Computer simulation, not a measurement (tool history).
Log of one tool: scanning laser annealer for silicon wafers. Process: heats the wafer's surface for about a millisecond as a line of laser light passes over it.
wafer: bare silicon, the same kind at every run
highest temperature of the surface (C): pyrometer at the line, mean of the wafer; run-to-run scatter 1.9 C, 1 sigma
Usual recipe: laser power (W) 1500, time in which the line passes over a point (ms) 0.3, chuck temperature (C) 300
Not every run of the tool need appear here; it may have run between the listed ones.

run,hour,laser power (W),time in which the line passes over a point (ms),chuck temperature (C),highest temperature of the surface (C)
1,0,1500,0.3,300,1066
2,37.5,1500,0.329,300,1094
# hour 52.2: window over the wafer cleaned
3,63.8,1500,0.26,300,1053
4,109.1,1500,0.26,300,1049
5,151.9,1500,0.26,300,1045
6,197.4,1638,0.26,300,1116
7,224.8,1311,0.3,300,979
8,270.9,1311,0.3,300,972
9,314.8,1500,0.3,300,1080
10,359.9,1328,0.272,338,987
11,382.2,1391,0.3,286,997
12,410.2,1578,0.333,300,1156
13,433.9,1334,0.3,305,981
14,476.9,1500,0.3,300,1063
15,510.8,1569,0.3,307,1107
16,531.9,1500,0.283,300,1040
# hour 541.5: window over the wafer cleaned
17,561.5,1500,0.283,300,1077
18,594.5,1622,0.251,327,1127

What if the next run were any one of these 4? Each begins from the tool's condition after run 18:
A,620.8,1294,0.262,298,?
B,620.8,1485,0.268,264,?
C,620.8,1286,0.272,325,?
D,620.8,1522,0.251,300,?

run,highest temperature of the surface (C)
A,932
B,1004
C,964
D,1045
With the hidden condition removed and each run's random variation left untouched, the same runs would have given:
run,highest temperature of the surface (C)
A,943
B,1017
C,974
D,1057
